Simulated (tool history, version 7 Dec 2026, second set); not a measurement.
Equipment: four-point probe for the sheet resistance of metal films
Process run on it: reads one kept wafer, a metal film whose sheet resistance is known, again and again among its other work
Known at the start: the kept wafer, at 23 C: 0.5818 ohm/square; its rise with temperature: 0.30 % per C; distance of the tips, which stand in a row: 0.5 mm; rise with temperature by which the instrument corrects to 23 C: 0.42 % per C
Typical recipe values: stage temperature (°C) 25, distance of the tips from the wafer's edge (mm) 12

| run | hour | stage temperature (°C) | distance of the tips from the wafer's edge (mm) | sheet resistance as the instrument gives it (ohm/square) |
|---|---|---|---|---|
| 1 | 0 | 25 | 12 | 0.581439 |
| 2 | 20.7 | 25 | 12 | 0.581043 |
| 3 | 31.1 | 25 | 12 | 0.580957 |
| 4 | 52.7 | 25 | 12 | 0.581225 |
| 5 | 75.8 | 25 | 4 | 0.585227 |
| 6 | 90.8 | 25 | 4 | 0.585187 |
| 7 | 104.9 | 25 | 12 | 0.581105 |
| 8 | 125.3 | 25 | 12 | 0.58109 |
| 9 | 136.5 | 35 | 12 | 0.574527 |
| 10 | 146.7 | 35 | 6 | 0.575931 |
| 11 | 165.4 | 35 | 6 | 0.57603 |
| 12 | 178.7 | 35 | 6 | 0.576198 |
| 13 | 203.7 | 35 | 6 | 0.5759 |
| 14 | 226.9 | 35 | 42 | 0.573872 |
| 15 | 243.3 | 35 | 42 | 0.574114 |
| 16 | 260.3 | 20 | 42 | 0.584386 |
| 17 | 279.2 | 20 | 42 | 0.584135 |
| 18 | 298.1 | 20 | 42 | 0.584127 |
| 19 | 313.1 | 20 | 42 | 0.584125 |
| 20 | 334.6 | 20 | 42 | 0.584344 |
| 21 | 353.2 | 20 | 42 | 0.584149 |
| 22 | 374.5 | 25 | 31 | 0.580653 |
| 23 | 397.1 | 19 | 10 | 0.585488 |
| 24 | 415.4 | 25 | 13 | 0.581011 |
| 25 | 433.6 | 22 | 49 | 0.582598 |
| 26 | 453.4 | 22 | 49 | 0.582812 |
| 27 | 478.5 | 26 | 19 | 0.580173 |
| 28 | 496.4 | 33 | 12 | 0.57565 |
| 29 | 506.8 | 26 | 3 | 0.588508 |
| 30 | 519.7 | 31 | 20 | 0.576725 |
| 31 | 530.3 | 34 | 4 | 0.579328 |
| 32 | 540.8 | 25 | 39 | 0.580547 |
| 33 | 556.3 | 28 | 36 | 0.57865 |
| 34 | 573.6 | 25 | 5 | 0.583886 |
| 35 | 586 | 25 | 5 | 0.583682 |
| 36 | 602.8 | 27 | 30 | 0.579423 |
| 37 | 615.1 | 34 | 28 | 0.574476 |
| 38 | 637.8 | 25 | 69 | 0.580682 |
| 39 | 648.4 | 18 | 11 | 0.586309 |
| 40 | 659.8 | 29 | 15 | 0.577941 |
| 41 | 671.8 | 29 | 55 | 0.577786 |
| 42 | 696.5 | 32 | 5 | 0.578983 |
| 43 | 720.6 | 31 | 5 | 0.579532 |
| 44 | 736.6 | 31 | 5 | 0.579832 |

Predict each of these 3 candidate next runs independently; none follows another, all start after run 44:
| A | 759.1 | 23 | 3 | ? |
| B | 759.1 | 32 | 13 | ? |
| C | 759.1 | 31 | 30 | ? |

| run | sheet resistance as the instrument gives it (ohm/square) |
|---|---|
| A | 0.590485 |
| B | 0.57652 |
| C | 0.576525 |
With the hidden condition removed and each run's random variation left untouched, the same runs would have given:
| run | sheet resistance as the instrument gives it (ohm/square) |
|---|---|
| A | 0.590307 |
| B | 0.576345 |
| C | 0.57635 |
